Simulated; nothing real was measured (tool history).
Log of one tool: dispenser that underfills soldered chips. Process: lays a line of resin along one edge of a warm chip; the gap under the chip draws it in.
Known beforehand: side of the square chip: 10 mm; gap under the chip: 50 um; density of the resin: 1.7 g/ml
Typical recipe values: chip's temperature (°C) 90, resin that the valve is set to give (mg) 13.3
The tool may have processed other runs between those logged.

run   hour  chip's temperature (°C)  resin that the valve is set to give (mg)  time until the resin shows at the far edge (s)  resin that the valve gave (mg)
  1    0.0                       90                                      13.3                                            71.9                           11.59
       1.2  -- new syringe of resin
      10.0  -- new syringe of resin
  2   14.4                       90                                      15.5                                            64.4                           13.29
      18.3  -- new syringe of resin
  3   25.7                       76                                      15.5                                           106.3                           13.14
      27.1  -- new syringe of resin
      28.1  -- dispensing valve cleaned and set on the balance
  4   34.0                       76                                      15.5                                           102.0                           15.43
      36.6  -- new syringe of resin
      45.8  -- new syringe of resin
  5   47.9                       90                                      11.9                                            64.4                           11.65
      54.6  -- new syringe of resin
  6   62.5                       90                                      11.9                                            71.4                           11.74
      64.3  -- new syringe of resin
      72.6  -- new syringe of resin
  7   78.6                       90                                      11.9                                            69.9                           11.47
      81.5  -- new syringe of resin
      90.4  -- new syringe of resin
  8   93.0                       90                                      12.8                                            63.8                           12.36
      99.6  -- new syringe of resin
  9  106.5                       77                                      13.3                                           106.7                           12.64
     108.1  -- new syringe of resin
 10  115.3                       77                                      13.3                                           104.5                           12.51
     117.0  -- new syringe of resin
     125.4  -- new syringe of resin
 11  125.4                       90                                      13.3                                            60.9                           12.52
     134.5  -- new syringe of resin
 12  137.9                       82                                      13.3                                            81.8                           12.32
     143.5  -- new syringe of resin
 13  147.3                       82                                      13.3                                            83.7                           12.39
     152.7  -- new syringe of resin
 14  157.7                       82                                      13.3                                            85.4                           12.20
     161.2  -- new syringe of resin
     169.9  -- new syringe of resin
 15  170.3                       82                                      13.3                                            78.3                           12.19
     178.4  -- new syringe of resin
 16  184.5                       82                                      13.3                                            89.4                           12.09
     186.9  -- new syringe of resin
     196.2  -- new syringe of resin
 17  200.0                       82                                      13.3                                            85.4                           11.93
     205.1  -- new syringe of resin
     214.0  -- new syringe of resin
 18  217.3                       82                                      13.3                                            84.9                           11.79
     223.5  -- new syringe of resin
 19  224.5                       78                                      11.9                                            94.1                           10.57
     232.3  -- new syringe of resin
 20  234.5                       91                                      13.3                                            64.2                           11.65
     240.7  -- new syringe of resin
 21  244.4                       91                                      13.3                                            64.2                           11.58
     249.7  -- new syringe of resin
 22  253.4                      103                                      14.1                                            46.6                           12.27
     258.2  -- new syringe of resin
     266.8  -- new syringe of resin
 23  270.0                       98                                      16.4                                            51.2                           14.15
     271.9  -- dispensing valve cleaned and set on the balance
     277.1  -- new syringe of resin
 24  279.1                       98                                      16.4                                            49.8                           16.40
     286.0  -- new syringe of resin
     294.9  -- new syringe of resin
 25  295.4                       82                                      16.1                                            78.2                           15.84
     304.3  -- new syringe of resin
 26  309.4                       92                                      11.4                                            66.1                           11.15
     312.9  -- new syringe of resin
 27  317.5                       92                                      11.4                                            66.0                           11.22
     321.6  -- new syringe of resin
     330.0  -- new syringe of resin
 28  332.3                       84                                      11.4                                            80.7                           10.97
     338.6  -- new syringe of resin
     347.0  -- new syringe of resin
 29  349.0                       84                                      11.4                                            79.2                           10.98
     355.7  -- new syringe of resin
 30  363.2                       88                                      16.5                                            76.1                           15.52
     365.1  -- new syringe of resin
     374.3  -- new syringe of resin
 31  377.7                       76                                      12.1                                           103.4                           11.27
     382.7  -- new syringe of resin
 32  388.6                       97                                      14.5                                            57.9                           13.64
     391.7  -- new syringe of resin
     400.5  -- new syringe of resin
 33  400.5                       77                                      12.1                                            92.0                           11.12
     409.4  -- new syringe of resin
 34  412.2                       77                                      12.1                                            99.3                           10.99

Below, some changes in time until the resin shows at the far edge (s) between adjacent runs. For each, the amount present without the hidden state too (settings, incoming material, random variation) and the amount remaining for the hidden state with gauge scatter not shared by both compared results:
Unlogged tool condition in this case: resin's viscosity, % of fresh resin's; dose that the valve gives, % of what is set; true chip temperature over the reading, C; drift of the gauge itself on fill_s, %; drift of the gauge itself on given_mg, %.
Run 2 -> 3: chip's temperature (°C) 90 -> 76, new syringe of resin. time until the resin shows at the far edge (s) +41.9: hidden state +11.1, all else +30.8.
Run 8 -> 9: chip's temperature (°C) 90 -> 77, resin that the valve is set to give (mg) 12.8 -> 13.3, new syringe of resin. time until the resin shows at the far edge (s) +42.9: hidden state +14.2, all else +28.7.
Run 10 -> 11: chip's temperature (°C) 77 -> 90, new syringe of resin, new syringe of resin. time until the resin shows at the far edge (s) -43.6: hidden state -15.5, all else -28.1.
Run 31 -> 32: chip's temperature (°C) 76 -> 97, resin that the valve is set to give (mg) 12.1 -> 14.5, new syringe of resin. time until the resin shows at the far edge (s) -45.5: hidden state -3.9, all else -41.6.
